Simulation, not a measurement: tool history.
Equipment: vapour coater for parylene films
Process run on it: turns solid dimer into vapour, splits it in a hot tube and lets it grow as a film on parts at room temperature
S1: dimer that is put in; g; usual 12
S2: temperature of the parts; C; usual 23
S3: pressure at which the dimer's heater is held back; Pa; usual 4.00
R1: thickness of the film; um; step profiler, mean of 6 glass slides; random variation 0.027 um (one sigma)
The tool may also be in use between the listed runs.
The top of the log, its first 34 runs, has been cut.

run 35 day=14.733 | S1=11 S2=18 S3=2.43 | R1=2.72
run 36 day=15.050 | S1=11 S2=18 S3=2.43 | R1=2.75
run 37 day=15.421 | S1=11 S2=18 S3=2.43 | R1=2.73
run 38 day=15.908 | S1=11 S2=23 S3=7.46 | R1=1.81
run 39 day=16.512 | S1=11 S2=23 S3=7.46 | R1=1.77
run 40 day=16.829 | S1=16 S2=32 S3=2.12 | R1=2.44
run 41 day=17.338 | S1=12 S2=19 S3=2.12 | R1=2.97
run 42 day=17.671 | S1=17 S2=31 S3=4.00 | R1=2.33

3 options for the next run, each taken on its own from the tool as it stands now. Forecast them:
run A day=18.288 | S1=12 S2=23 S3=2.23 | R1=?
run B day=18.288 | S1=10 S2=23 S3=4.00 | R1=?
run C day=18.288 | S1=17 S2=31 S3=3.05 | R1=?

run=A R1=2.50
run=B R1=1.83
run=C R1=2.52
With no hidden state in the tool, these same runs would have given:
run=A R1=2.69
run=B R1=1.97
run=C R1=2.71

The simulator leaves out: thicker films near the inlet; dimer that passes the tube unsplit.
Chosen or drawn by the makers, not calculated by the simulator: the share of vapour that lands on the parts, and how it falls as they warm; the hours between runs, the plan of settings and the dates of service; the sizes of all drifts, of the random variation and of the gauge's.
